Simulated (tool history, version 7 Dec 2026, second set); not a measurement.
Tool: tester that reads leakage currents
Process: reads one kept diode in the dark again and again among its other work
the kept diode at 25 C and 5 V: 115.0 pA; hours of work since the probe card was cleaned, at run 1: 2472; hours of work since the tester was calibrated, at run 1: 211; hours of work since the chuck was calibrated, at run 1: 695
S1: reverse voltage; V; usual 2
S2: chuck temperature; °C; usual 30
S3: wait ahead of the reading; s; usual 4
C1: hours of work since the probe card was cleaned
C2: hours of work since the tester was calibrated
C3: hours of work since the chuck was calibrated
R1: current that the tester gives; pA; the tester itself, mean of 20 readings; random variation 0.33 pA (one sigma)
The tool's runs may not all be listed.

run	hour	S1	S2	S3	C1	C2	C3	R1
1	0	2	30	4	2472	211	695	123.82
2	62.1	2	30	4	2499	238	722	124.3
# hour 101.8: probe card cleaned and baked
3	148.8	2	30	4	20	274	758	120.9
4	230.3	2	30	4	56	310	794	121.59
5	284	2	37	4	79	333	817	207.69
6	340.5	2	37	4	104	357	841	207.73
7	399.8	2	37	4	129	383	867	209.7
8	456.9	1.65	30	4	154	408	892	111.95
9	514.8	1.65	30	4	179	433	917	113.35
10	556	1.65	30	4	197	451	935	112.61
11	639.6	1.47	28	0.42	233	487	971	92.23
12	706	1.47	28	0.42	262	516	1000	92.84
# hour 715.6: chuck's temperature calibrated
13	758.1	2	24	3.64	284	538	18	86.96
14	813.5	2	24	3.64	308	562	42	87.44
# hour 841.6: chuck's temperature calibrated, once more
15	883.6	9.6	52	3.64	337	591	18	1218.07
16	943.2	5.96	38	3.64	363	617	44	350.91
17	1019.3	4.42	25	7.36	396	650	77	111.94

Forecast each of these 3 alternatives for the next run:
A	1099.4	1.35	38	8.67	431	685	112	?
B	1099.4	5.92	25	2.33	431	685	112	?
C	1099.4	4.42	25	6.09	431	685	112	?

run	R1
A	168.51
B	131.07
C	112.61
Without the tool's hidden state the same runs would have given:
run	R1
A	164.38
B	125.89
C	108.39

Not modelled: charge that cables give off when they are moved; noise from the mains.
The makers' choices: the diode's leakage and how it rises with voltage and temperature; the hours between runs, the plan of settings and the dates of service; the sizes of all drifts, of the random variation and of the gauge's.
